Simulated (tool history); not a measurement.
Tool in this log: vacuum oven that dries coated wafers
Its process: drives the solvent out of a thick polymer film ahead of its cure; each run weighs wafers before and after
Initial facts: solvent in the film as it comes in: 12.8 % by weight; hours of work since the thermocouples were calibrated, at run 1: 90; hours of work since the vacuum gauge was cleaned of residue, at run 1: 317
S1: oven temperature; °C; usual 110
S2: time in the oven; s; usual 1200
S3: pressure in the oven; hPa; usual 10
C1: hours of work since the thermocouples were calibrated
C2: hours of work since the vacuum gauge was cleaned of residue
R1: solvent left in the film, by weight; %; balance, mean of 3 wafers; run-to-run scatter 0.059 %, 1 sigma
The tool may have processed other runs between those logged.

run   hour   S1    S2    S3   C1   C2    R1
  1      0  110  1200    10   90  317  3.26
  2    9.2  110  1200  13.9   95  321  3.54
  3   29.5  110  1200  13.9  104  330  3.57
  4   47.9  110  1200  13.9  112  339  3.56
  5   62.1  110  1200    10  119  345  3.28
  6   81.9   95  1200    10  128  354  6.77
  7   90.6   95  1200    10  132  358  6.81
  8    105   95  1200    10  139  365  6.84
  9  123.2   95  1200    10  147  373  6.88
 10  141.4   95  1200    10  155  382  6.79
 11  152.8   95  1200    10  160  387  6.77
 12  167.9   95  1200    10  167  394   6.7
 13  186.8   95  1200    10  176  403  6.87
 14  207.9   95  1200    10  186  412  6.78
 15  228.5  105  1260  10.9  195  422  4.19
 16  242.2  105  1260  10.9  202  428  4.37
 17  258.9  109  2040  10.9  209  436  2.15
 18  274.2  119  1200    11  216  443   1.7
 19  294.4  118  1560    10  225  452  1.27
 20  305.6  118  1560    10  231  457  1.37
 21  319.5  118  1560    10  237  463   1.3
 22  331.7  102  1260  23.2  243  469  6.17
 23    350  102  1260  23.2  251  477  6.21
 24  358.9  102  1260  23.2  255  482  6.21
 25  373.8  110  1260    10  262  488  3.07
 26  385.3  110  1260    10  267  494  3.09
 27  403.1  108  1260  20.3  275  502  4.39
 28  424.3  108   660  20.3  285  512  6.41

Run by run, hidden condition taken away, random variation retained:
Hidden state present: true wafer temperature over the reading, C; true pressure over the reading, kPa; drift of the gauge itself on solvent_pct, %.
run    R1
  1   3.2
  2  3.48
  3  3.51
  4   3.5
  5  3.22
  6  6.69
  7  6.73
  8  6.77
  9   6.8
 10  6.71
 11  6.69
 12  6.62
 13  6.79
 14  6.71
 15  4.13
 16  4.32
 17  2.04
 18  1.63
 19  1.18
 20  1.28
 21   1.2
 22  6.12
 23  6.15
 24  6.16
 25  3.02
 26  3.04
 27  4.34
 28  6.41

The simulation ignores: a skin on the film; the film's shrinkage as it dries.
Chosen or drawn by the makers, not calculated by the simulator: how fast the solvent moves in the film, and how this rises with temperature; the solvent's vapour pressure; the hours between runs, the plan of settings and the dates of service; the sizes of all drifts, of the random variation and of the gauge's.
